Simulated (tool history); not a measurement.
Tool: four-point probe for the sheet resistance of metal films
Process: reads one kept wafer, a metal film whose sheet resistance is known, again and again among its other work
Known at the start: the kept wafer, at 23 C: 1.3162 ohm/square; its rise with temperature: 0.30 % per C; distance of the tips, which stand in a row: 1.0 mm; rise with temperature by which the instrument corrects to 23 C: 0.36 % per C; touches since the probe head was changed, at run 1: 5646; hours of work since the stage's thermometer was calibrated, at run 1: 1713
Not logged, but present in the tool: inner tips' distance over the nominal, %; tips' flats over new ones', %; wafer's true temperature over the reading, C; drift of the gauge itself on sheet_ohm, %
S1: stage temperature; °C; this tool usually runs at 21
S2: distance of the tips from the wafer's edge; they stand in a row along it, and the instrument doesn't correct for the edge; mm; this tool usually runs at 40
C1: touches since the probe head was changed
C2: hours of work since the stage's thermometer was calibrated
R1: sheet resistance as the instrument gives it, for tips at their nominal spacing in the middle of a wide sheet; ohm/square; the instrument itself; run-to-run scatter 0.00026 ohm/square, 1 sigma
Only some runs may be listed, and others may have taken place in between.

run 1 hour=0.0 | S1=21 S2=40 | C1=5646 C2=1713 | R1=1.317766
run 2 hour=24.8 | S1=21 S2=40 | C1=6075 C2=1724 | R1=1.317352
run 3 hour=49.8 | S1=21 S2=40 | C1=6508 C2=1735 | R1=1.318061
run 4 hour=70.4 | S1=21 S2=40 | C1=6864 C2=1745 | R1=1.317860
run 5 hour=93.6 | S1=21 S2=40 | C1=7266 C2=1756 | R1=1.318512
run 6 hour=109.1 | S1=29 S2=40 | C1=7534 C2=1763 | R1=1.312714
run 7 hour=123.1 | S1=24 S2=62 | C1=7776 C2=1769 | R1=1.315495
run 8 hour=144.9 | S1=19 S2=16 | C1=8153 C2=1779 | R1=1.321519

Predict the results of run 9:
run 9 hour=168.4 | S1=21 S2=26 | C1=8561 C2=1790 | R1=?

R1: 1.319120 ohm/square
If the tool had no hidden condition, the same run with the same run-to-run variation would have returned R1 1.319102 ohm/square.
